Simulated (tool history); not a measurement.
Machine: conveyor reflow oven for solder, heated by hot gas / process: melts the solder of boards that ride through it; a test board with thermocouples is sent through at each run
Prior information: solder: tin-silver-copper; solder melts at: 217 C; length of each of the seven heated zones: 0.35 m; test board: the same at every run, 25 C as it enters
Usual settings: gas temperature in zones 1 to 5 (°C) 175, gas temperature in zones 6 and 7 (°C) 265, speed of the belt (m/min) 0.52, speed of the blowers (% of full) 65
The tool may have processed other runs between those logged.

run    hour  gas temperature in zones 1 to 5 (°C)  gas temperature in zones 6 and 7 (°C)  speed of the belt (m/min)  speed of the blowers (% of full)  highest temperature of the board (°C)  time above the solder's melting point (s)
  1       0                                   175                                    265                       0.52                                65                                  253.6                                       62.4
  2    50.5                                   175                                    265                       0.52                                65                                  253.4                                       63.1
  3   152.8                                   175                                    265                       0.52                                65                                  253.5                                       62.4
      164.1  -- flux residue cleaned out of gas plates and filters
  4   242.6                                   175                                    265                       0.52                                65                                  255.3                                       64.7
  5     339                                   175                                    265                       0.52                                82                                  256.7                                       66.5
  6     394                                   175                                    265                       0.52                                82                                  257.3                                       66.1
  7   443.8                                   175                                    265                       0.42                                65                                  259.5                                       84.7
  8   507.9                                   175                                    265                       0.52                                65                                  254.6                                       64.2
  9   594.3                                   175                                    265                       0.52                                65                                  254.4                                       63.9
 10   642.9                                   175                                    265                       0.52                                65                                  254.2                                       64.2
      656.4  -- belt drive overhauled, speed set with a stopwatch
 11   693.7                                   175                                    265                       0.52                                65                                  254.3                                       64.3
 12   749.9                                   175                                    254                       0.52                                65                                  243.9                                       56.2
      766.1  -- thermocouples of zones 6 and 7 changed
 13   848.2                                   175                                    265                       0.52                                65                                  252.9                                       63.2
      871.5  -- flux residue cleaned out of gas plates and filters
 14   908.2                                   175                                    267                       0.52                                65                                  256.1                                       66.2
      943.6  -- belt drive overhauled, speed set with a stopwatch, once more
 15   969.8                                   175                                    265                       0.52                                65                                  253.7                                       63.9
 16  1035.1                                   189                                    265                       0.49                                65                                  256.9                                       75.8
 17  1108.5                                   189                                    265                       0.49                                65                                  256.8                                       75.8
 18  1171.5                                   179                                    258                      0.591                                84                                  246.9                                       52.3
 19  1272.3                                   179                                    258                      0.591                                84                                  246.7                                       52.7
 20  1362.3                                   179                                    258                      0.591                                84                                  246.7                                       52.2
 21  1445.9                                   179                                    265                      0.591                                84                                  253.1                                       55.9
 22  1501.8                                   166                                    265                      0.598                                65                                  247.1                                       45.4
     1583.5  -- flux residue cleaned out of gas plates and filters
 23  1603.5                                   179                                    265                      0.598                                65                                  251.9                                       54.6
 24    1654                                   179                                    273                      0.487                                65                                  264.4                                       76.8
 25  1698.6                                   175                                    265                      0.561                                65                                  252.3                                       58.3
 26  1785.3                                   175                                    265                      0.561                                65                                  252.2                                       57.8
 27  1858.3                                   175                                    265                      0.561                                65                                  252.2                                         57
 28  1929.4                                   175                                    265                      0.561                                65                                    252                                       57.5
 29    1981                                   189                                    275                       0.55                                65                                  263.5                                       71.2
 30  2066.9                                   189                                    275                       0.55                                65                                  263.4                                       70.9

What would each run have given without the hidden state, its run-to-run variation left as it was?
What the log doesn't record here: heat that the gas passes to the board, % of a clean oven's; belt's true speed, % of the reading; true gas temperature in zones 6 and 7 over the reading, C; drift of the gauge itself on peak_c, C; drift of the gauge itself on liquid_s, %.
run  highest temperature of the board (°C)  time above the solder's melting point (s)
  1                                    254                                       62.9
  2                                    254                                       63.7
  3                                  254.3                                       63.2
  4                                  254.3                                       63.7
  5                                  255.9                                       65.7
  6                                  256.5                                       65.4
  7                                  258.6                                       83.7
  8                                  254.1                                       63.6
  9                                  254.1                                       63.4
 10                                    254                                       63.8
 11                                  254.2                                       63.9
 12                                  243.8                                       56.1
 13                                  254.3                                       63.9
 14                                  255.7                                         65
 15                                  253.8                                         64
 16                                    257                                       75.8
 17                                    257                                       75.9
 18                                  247.5                                       53.1
 19                                  247.6                                       53.8
 20                                  247.9                                       53.5
 21                                  254.6                                       57.1
 22                                    249                                       47.3
 23                                    251                                       53.7
 24                                  263.6                                       75.9
 25                                  251.7                                       57.5
 26                                  251.8                                       57.2
 27                                    252                                       56.5
 28                                  251.9                                       57.2
 29                                  263.4                                       70.5
 30                                  263.6                                       70.3
